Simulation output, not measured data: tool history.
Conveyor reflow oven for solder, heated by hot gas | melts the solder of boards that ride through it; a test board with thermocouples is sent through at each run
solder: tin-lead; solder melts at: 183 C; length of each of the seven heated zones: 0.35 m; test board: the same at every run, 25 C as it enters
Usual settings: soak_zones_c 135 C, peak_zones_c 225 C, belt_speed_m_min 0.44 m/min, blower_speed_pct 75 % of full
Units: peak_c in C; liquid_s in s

run	hour	soak_zones_c	peak_zones_c	belt_speed_m_min	blower_speed_pct	peak_c	liquid_s
1	0	135	225	0.44	75	211.6	67.1
2	20.1	135	225	0.44	75	211.2	66.2
3	41.2	135	225	0.44	75	210.6	65.9
4	59.2	135	225	0.44	75	211	66.7
5	85.8	135	225	0.44	75	210.8	65.8
6	102.2	135	220	0.44	75	206.5	60.1
7	116.1	138	225	0.44	75	210.5	67.2
8	136.6	138	225	0.44	75	210.5	67.5
9	159.5	138	225	0.44	75	210.8	67.6
10	180.1	138	225	0.44	75	211.2	67.3
11	199.9	138	218	0.44	75	203.9	59.5
12	214	138	218	0.44	75	204.1	59

Run 13 comes next. What will it give?
13	239.3	135	225	0.44	75	?	?

Run 13 gave peak_c 210.3 C, liquid_s 64.9 s.
Without the tool's hidden state the same run would have given peak_c 213.4 C, liquid_s 67.8 s.
